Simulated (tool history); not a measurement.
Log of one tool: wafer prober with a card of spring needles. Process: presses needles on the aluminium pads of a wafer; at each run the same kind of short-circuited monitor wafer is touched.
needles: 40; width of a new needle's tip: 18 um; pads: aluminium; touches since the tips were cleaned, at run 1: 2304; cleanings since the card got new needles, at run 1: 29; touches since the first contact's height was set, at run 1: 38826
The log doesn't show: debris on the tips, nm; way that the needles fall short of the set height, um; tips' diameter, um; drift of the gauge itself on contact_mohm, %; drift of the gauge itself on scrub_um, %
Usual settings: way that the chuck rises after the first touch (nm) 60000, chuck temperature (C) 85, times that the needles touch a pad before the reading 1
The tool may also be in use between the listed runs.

run,hour,way that the chuck rises after the first touch (nm),chuck temperature (C),times that the needles touch a pad before the reading,touches since the tips were cleaned,cleanings since the card got new needles,touches since the first contact's height was set,resistance of one needle with its contact and lead (mohm),way that a needle slides on the pad (nm)
1,0,60000,85,1,2304,29,38826,177,9480
# hour 5.1: tips cleaned on abrasive film
# hour 16.2: tips cleaned on abrasive film
2,18.3,60000,85,2,858,31,46328,177,9510
# hour 28.1: tips cleaned on abrasive film
# hour 39.1: tips cleaned on abrasive film
3,41.1,60000,85,2,831,33,55732,175,9440
# hour 49.8: tips cleaned on abrasive film
4,59.2,52000,85,1,3882,34,63194,179,8160
# hour 61.7: tips cleaned on abrasive film
# hour 71.8: tips cleaned on abrasive film
5,81.2,60000,85,1,3931,36,72265,178,9350
# hour 82.7: tips cleaned on abrasive film
# hour 92.8: tips cleaned on abrasive film
# hour 103.4: tips cleaned on abrasive film
6,111.2,60000,85,1,3240,39,84607,174,9410
# hour 113.8: tips cleaned on abrasive film
# hour 116.5: height of the first contact set anew
# hour 125.9: tips cleaned on abrasive film
# hour 136.5: tips cleaned on abrasive film
7,141.1,60000,40,1,1925,42,10113,163,9410
# hour 147.8: tips cleaned on abrasive film
# hour 158.2: tips cleaned on abrasive film
8,163.6,60000,85,3,2242,44,19381,179,9480
# hour 169.1: tips cleaned on abrasive film
# hour 179.6: tips cleaned on abrasive film
9,182.7,60000,85,3,1290,46,27247,174,9390
# hour 191.1: tips cleaned on abrasive film
# hour 201.1: tips cleaned on abrasive film
10,201.1,60000,85,3,0,48,34781,171,9510
# hour 211.2: tips cleaned on abrasive film
# hour 221.9: tips cleaned on abrasive film
11,224.6,46000,90,2,1134,50,44471,187,7270
# hour 232.1: tips cleaned on abrasive film
# hour 244: tips cleaned on abrasive film
12,244.3,46000,90,2,123,52,52558,182,7210
# hour 254.3: tips cleaned on abrasive film
# hour 264.2: tips cleaned on abrasive film
13,268.1,60000,78,1,1629,54,62373,174,9450
# hour 274.9: tips cleaned on abrasive film
# hour 285.2: tips cleaned on abrasive film
14,285.7,46000,28,1,191,56,69574,171,7210
# hour 297: tips cleaned on abrasive film
# hour 307.5: tips cleaned on abrasive film
15,308,51000,54,2,178,58,78750,172,8040
# hour 318.6: tips cleaned on abrasive film
16,323.7,51000,54,2,2100,59,85234,176,7930
# hour 327.9: height of the first contact set anew
# hour 329.6: tips cleaned on abrasive film
# hour 340: tips cleaned on abrasive film
17,340.6,46000,101,1,246,61,5189,185,7220
# hour 350.8: tips cleaned on abrasive film
18,359.1,60000,83,2,3446,62,12836,173,9380
# hour 363.1: tips cleaned on abrasive film
# hour 374.5: tips cleaned on abrasive film
# hour 386.2: tips cleaned on abrasive film
19,389.9,60000,83,2,1511,65,25472,174,9460
# hour 397.7: tips cleaned on abrasive film
# hour 408.2: tips cleaned on abrasive film
20,415.8,60000,85,2,3129,67,36142,174,9400

How the hidden state differs across the entries between the runs, from the last listed run before each to the first after it:
Between runs 1 and 2: tips cleaned on abrasive film (hour 5.1); tips cleaned on abrasive film (hour 16.2)
  no hidden state differs between the two runs
Between runs 2 and 3: tips cleaned on abrasive film (hour 28.1); tips cleaned on abrasive film (hour 39.1)
  no hidden state differs between the two runs
Between runs 3 and 4: tips cleaned on abrasive film (hour 49.8)
  no hidden state differs between the two runs
Between runs 4 and 5: tips cleaned on abrasive film (hour 61.7); tips cleaned on abrasive film (hour 71.8)
  debris on the tips, nm: 0.1 -> 0.2
Between runs 5 and 6: tips cleaned on abrasive film (hour 82.7); tips cleaned on abrasive film (hour 92.8); tips cleaned on abrasive film (hour 103.4)
  debris on the tips, nm: 0.2 -> 0.1
Between runs 6 and 7: tips cleaned on abrasive film (hour 113.8); height of the first contact set anew (hour 116.5); tips cleaned on abrasive film (hour 125.9); tips cleaned on abrasive film (hour 136.5)
  no hidden state differs between the two runs
Between runs 7 and 8: tips cleaned on abrasive film (hour 147.8); tips cleaned on abrasive film (hour 158.2)
  no hidden state differs between the two runs
Between runs 8 and 9: tips cleaned on abrasive film (hour 169.1); tips cleaned on abrasive film (hour 179.6)
  no hidden state differs between the two runs
Between runs 9 and 10: tips cleaned on abrasive film (hour 191.1); tips cleaned on abrasive film (hour 201.1)
  debris on the tips, nm: 0.1 -> 0
Between runs 10 and 11: tips cleaned on abrasive film (hour 211.2); tips cleaned on abrasive film (hour 221.9)
  debris on the tips, nm: 0 -> 0.1
Between runs 11 and 12: tips cleaned on abrasive film (hour 232.1); tips cleaned on abrasive film (hour 244)
  debris on the tips, nm: 0.1 -> 0
Between runs 12 and 13: tips cleaned on abrasive film (hour 254.3); tips cleaned on abrasive film (hour 264.2)
  debris on the tips, nm: 0 -> 0.1
Between runs 13 and 14: tips cleaned on abrasive film (hour 274.9); tips cleaned on abrasive film (hour 285.2)
  debris on the tips, nm: 0.1 -> 0
Between runs 14 and 15: tips cleaned on abrasive film (hour 297); tips cleaned on abrasive film (hour 307.5)
  no hidden state differs between the two runs
Between runs 15 and 16: tips cleaned on abrasive film (hour 318.6)
  debris on the tips, nm: 0 -> 0.1
Between runs 16 and 17: height of the first contact set anew (hour 327.9); tips cleaned on abrasive film (hour 329.6); tips cleaned on abrasive film (hour 340)
  debris on the tips, nm: 0.1 -> 0
Between runs 17 and 18: tips cleaned on abrasive film (hour 350.8)
  debris on the tips, nm: 0 -> 0.1
Between runs 18 and 19: tips cleaned on abrasive film (hour 363.1); tips cleaned on abrasive film (hour 374.5); tips cleaned on abrasive film (hour 386.2)
  tips' diameter, um: 18 -> 18.01
Between runs 19 and 20: tips cleaned on abrasive film (hour 397.7); tips cleaned on abrasive film (hour 408.2)
  no hidden state differs between the two runs
